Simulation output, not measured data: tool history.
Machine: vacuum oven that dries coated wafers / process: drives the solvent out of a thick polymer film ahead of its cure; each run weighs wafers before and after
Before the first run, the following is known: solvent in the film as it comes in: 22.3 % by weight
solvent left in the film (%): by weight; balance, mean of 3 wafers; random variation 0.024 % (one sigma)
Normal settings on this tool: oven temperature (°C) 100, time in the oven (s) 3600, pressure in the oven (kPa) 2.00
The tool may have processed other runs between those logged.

run    day  oven temperature (°C)  time in the oven (s)  pressure in the oven (kPa)  solvent left in the film (%)
  1  0.000                    100                  3600                        2.00                          3.51
  2  0.325                    100                  3600                        2.19                          3.61
  3  0.612                    100                  3600                        2.00                          3.48
  4  0.983                    100                  3600                        2.00                          3.49
  5  1.258                    100                  3600                        2.00                          3.41
  6  1.758                    100                  3600                        2.00                          3.49
  7  2.175                    100                  3600                        2.00                          3.47
  8  2.546                    103                  3600                        2.00                          2.53
  9  3.038                    103                  3600                        2.00                          2.55
 10  3.258                    103                  3600                        2.00                          2.51
 11  3.633                    103                  3600                        2.00                          2.56
 12  3.979                    100                  3600                        1.26                          3.02
 13  4.338                    100                  3600                        2.00                          3.51
 14  4.679                    103                  5460                        6.33                          4.50
 15  5.042                    100                  2340                        7.63                          9.02
 16  5.400                     87                  3600                        2.43                          9.85
 17  5.825                     87                  3600                        2.43                          9.82
 18  6.112                     87                  5820                        1.79                          6.51
 19  6.404                     87                  5820                        1.79                          6.54
 20  6.721                     91                  3600                        2.00                          7.41
 21  7.029                     90                  3600                        2.00                          8.01
 22  7.300                     90                  3600                        2.00                          7.98
 23  7.683                    112                  3600                        1.83                          1.03
 24  7.912                    100                  2760                        6.12                          7.31
 25  8.233                    103                  2040                        4.49                          6.46

Consider 3 possible next runs. They are alternatives, not a sequence: every one starts from the tool as it was left by run 25. What does each give?
  A  8.592                    101                  6240                        1.24                             ?
  B  8.592                    106                  2040                        4.49                             ?
  C  8.592                    100                  3180                        2.00                             ?

run  solvent left in the film (%)
  A                          1.22
  B                          5.22
  C                          3.99
Had the tool no hidden state, the same runs would have come out as:
run  solvent left in the film (%)
  A                          1.23
  B                          5.26
  C                          4.03
